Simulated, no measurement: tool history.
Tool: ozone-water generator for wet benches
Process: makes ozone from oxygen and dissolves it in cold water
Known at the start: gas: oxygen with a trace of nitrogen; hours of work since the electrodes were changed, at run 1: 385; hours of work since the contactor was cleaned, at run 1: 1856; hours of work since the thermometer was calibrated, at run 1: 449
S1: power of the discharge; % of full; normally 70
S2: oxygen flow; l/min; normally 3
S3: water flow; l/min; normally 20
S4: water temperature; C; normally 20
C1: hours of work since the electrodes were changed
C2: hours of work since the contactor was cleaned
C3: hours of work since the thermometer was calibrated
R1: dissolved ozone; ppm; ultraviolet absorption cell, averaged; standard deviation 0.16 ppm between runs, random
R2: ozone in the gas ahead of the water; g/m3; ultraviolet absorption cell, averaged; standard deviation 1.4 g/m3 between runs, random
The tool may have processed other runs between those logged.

run	day	S1	S2	S3	S4	C1	C2	C3	R1	R2
1	0	70	3	20	20	385	1856	449	21	257.5
2	0.829	70	3	21	20	404	1875	469	20	257.8
3	1.671	70	2.69	20	20	424	1895	489	20.4	264.7
4	2.679	70	2.69	20	20	448	1919	513	20.5	266.9
5	3.7	70	3	15	20	473	1944	537	26.1	254.3
6	4.592	70	3	20	20	494	1965	559	21.2	253.7
7	5.775	70	3	20	20	522	1993	587	20.7	255.5
8	6.454	70	3	20	20	538	2009	603	20.9	252.5
9	7.775	84	3.38	13	18	570	2041	634	35	277.9
10	8.608	84	3.38	13	18	590	2061	654	35.1	275.8
11	9.262	99	3.22	19	12	605	2076	670	31.7	326.1
12	10.221	99	2.59	19	26	628	2099	693	25.8	346.3
13	11.092	60	2.69	28	22	649	2120	713	13.2	232.6

How would selected steps in R2 from run to run divide? Give the signed amount a tool lacking its hidden state would still show from settings, what came in and random variation, and the signed amount left for the hidden state, including any gauge scatter that is not in both of the compared results.
The hidden state here: yield of the discharge, % of new electrodes'; contactor's efficiency, % of a clean one's; true water temperature over the reading, C; drift of the gauge itself on ozone_ppm, %; drift of the gauge itself on gas_g_m3, %.
Run 12 -> 13: S1 99 -> 60, S2 2.59 -> 2.69, S3 19 -> 28, S4 26 -> 22. R2 -113.7 g/m3: hidden state +1.8, all else -115.5.
